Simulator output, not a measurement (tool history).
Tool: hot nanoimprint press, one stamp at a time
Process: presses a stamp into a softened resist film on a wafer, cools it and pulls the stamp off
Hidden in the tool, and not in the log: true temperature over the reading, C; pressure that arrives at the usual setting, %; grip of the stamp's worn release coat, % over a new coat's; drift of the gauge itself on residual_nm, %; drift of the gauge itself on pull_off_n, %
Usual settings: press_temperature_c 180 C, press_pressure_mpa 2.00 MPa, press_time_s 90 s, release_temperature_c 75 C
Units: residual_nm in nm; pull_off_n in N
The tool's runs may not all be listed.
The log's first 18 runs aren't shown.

run,hour,press_temperature_c,press_pressure_mpa,press_time_s,release_temperature_c,hours of work since the thermocouple was calibrated,imprints on the stamp's release coat,hours of work since the press's seals were changed,residual_nm,pull_off_n
19,511.6,187,2.00,90,75,219,128,488,107.9,176
20,530.7,173,1.78,161,71,228,171,497,180.7,187
21,560.9,178,3.01,90,75,242,239,511,127.6,180
22,596.6,191,2.49,123,63,259,320,528,71.4,205
# hour 602.6: plate thermocouple calibrated
23,616.2,191,2.49,123,63,6,357,535,71.3,200
24,650.6,191,2.49,123,63,22,435,552,71.1,194
25,673.7,191,3.08,109,63,33,487,562,65.6,199
26,700.2,168,1.92,90,75,46,547,575,240.4,177
27,731.2,168,1.98,90,76,60,617,589,236.8,172
28,753.1,180,1.42,90,75,70,666,600,178.0,184
29,789.5,183,2.00,90,75,88,748,617,129.7,177
30,817.2,183,2.26,90,64,101,811,630,120.2,200

Forecast each of these 3 alternatives for the next run:
A,848.1,176,2.00,109,75,115,881,644,?,?
B,848.1,185,2.00,119,75,115,881,644,?,?
C,848.1,181,2.00,54,78,115,881,644,?,?

run,residual_nm,pull_off_n
A,166.2,176
B,107.9,176
C,164.9,170
Without the tool's hidden state the same runs would have given:
run,residual_nm,pull_off_n
A,166.1,175
B,107.9,174
C,164.8,169
